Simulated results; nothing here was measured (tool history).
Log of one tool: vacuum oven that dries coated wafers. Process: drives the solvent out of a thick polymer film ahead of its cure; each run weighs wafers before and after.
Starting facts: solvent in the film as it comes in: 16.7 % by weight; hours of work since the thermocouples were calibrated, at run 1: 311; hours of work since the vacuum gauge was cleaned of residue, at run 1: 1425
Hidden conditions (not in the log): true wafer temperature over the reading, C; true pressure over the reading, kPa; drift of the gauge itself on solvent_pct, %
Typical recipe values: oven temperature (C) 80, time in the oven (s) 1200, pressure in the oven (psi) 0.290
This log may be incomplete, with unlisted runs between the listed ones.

run	hour	oven temperature (C)	time in the oven (s)	pressure in the oven (psi)	hours of work since the thermocouples were calibrated	hours of work since the vacuum gauge was cleaned of residue	solvent left in the film (%)
1	0.0	80	1200	0.290	311	1425	3.79
2	44.9	80	1380	0.290	333	1448	3.67
3	101.9	80	1200	0.184	362	1476	2.90
4	150.1	80	1200	0.184	387	1501	3.05
5	220.3	80	1200	0.184	422	1536	3.13
6	269.6	80	1200	0.184	447	1561	3.04
7	329.2	80	1200	0.184	477	1592	3.08
8	375.6	80	1200	0.184	501	1615	3.03
9	424.5	80	1200	0.184	526	1640	3.14
10	469.4	80	1200	0.290	549	1663	4.18
11	542.9	80	1200	0.290	586	1700	4.10
12	590.4	80	1200	0.290	610	1724	4.16
13	630.6	80	1200	0.290	630	1744	4.20
14	669.5	80	1200	0.290	650	1764	4.26
15	748.8	80	1200	0.290	690	1804	4.12
16	803.2	80	1200	0.848	718	1832	9.16
# hour 876.1: oven's thermocouples calibrated
17	884.1	80	1200	0.258	4	1872	3.97
18	954.5	80	1200	0.258	40	1908	3.92
# hour 977.9: vacuum gauge cleaned of residue and calibrated
19	1024.3	80	1200	0.258	74	23	3.16
20	1096.7	80	1200	0.258	111	60	3.18
21	1143.8	80	1200	0.258	135	84	3.19
# hour 1201.2: oven's thermocouples calibrated, once more
22	1201.3	80	1200	0.258	0	112	2.85
23	1267.2	87	1500	0.561	33	146	3.89
24	1326.9	75	1260	0.290	64	176	4.47
25	1406.1	67	1260	0.290	104	216	7.50
26	1463.7	67	1260	0.290	133	245	7.65
27	1502.4	83	1200	0.983	153	265	8.12
28	1535.9	90	780	1.054	170	282	6.75
29	1571.1	94	660	0.290	188	300	1.73
30	1619.1	66	660	0.290	212	324	10.23
31	1697.0	66	660	0.290	251	363	10.65
32	1774.1	87	1020	0.202	290	403	1.65
33	1826.9	76	900	0.202	317	429	4.63
34	1886.7	84	1620	0.178	347	460	1.68
35	1960.6	84	1620	0.178	385	497	1.65
36	2032.3	84	1620	0.178	421	533	1.60
37	2100.4	95	1200	0.290	456	568	1.73
38	2168.4	79	1020	0.286	490	602	4.11
39	2229.9	90	1200	0.917	521	634	5.98
40	2281.9	93	1200	0.265	548	660	1.65
41	2339.7	91	660	0.241	577	689	2.03
42	2392.4	76	1080	0.297	604	716	5.19
43	2450.5	70	840	0.216	633	745	7.70
44	2501.5	70	840	0.216	659	771	7.93

Measured minus without-hidden-state, run by run (identical run-to-run variation in each term; gauge scatter may differ):
run	solvent left in the film (%)
1	+0.69
2	+0.72
3	+0.73
4	+0.76
5	+0.79
6	+0.80
7	+0.82
8	+0.83
9	+0.85
10	+0.90
11	+0.93
12	+0.95
13	+0.97
14	+1.00
15	+1.00
16	+1.13
17	+1.11
18	+1.13
19	+0.23
20	+0.27
21	+0.28
22	+0.01
23	+0.03
24	+0.06
25	+0.11
26	+0.15
27	+0.11
28	+0.09
29	+0.09
30	+0.18
31	+0.23
32	+0.17
33	+0.29
34	+0.22
35	+0.24
36	+0.27
37	+0.19
38	+0.42
39	+0.33
40	+0.24
41	+0.31
42	+0.59
43	+0.67
44	+0.71
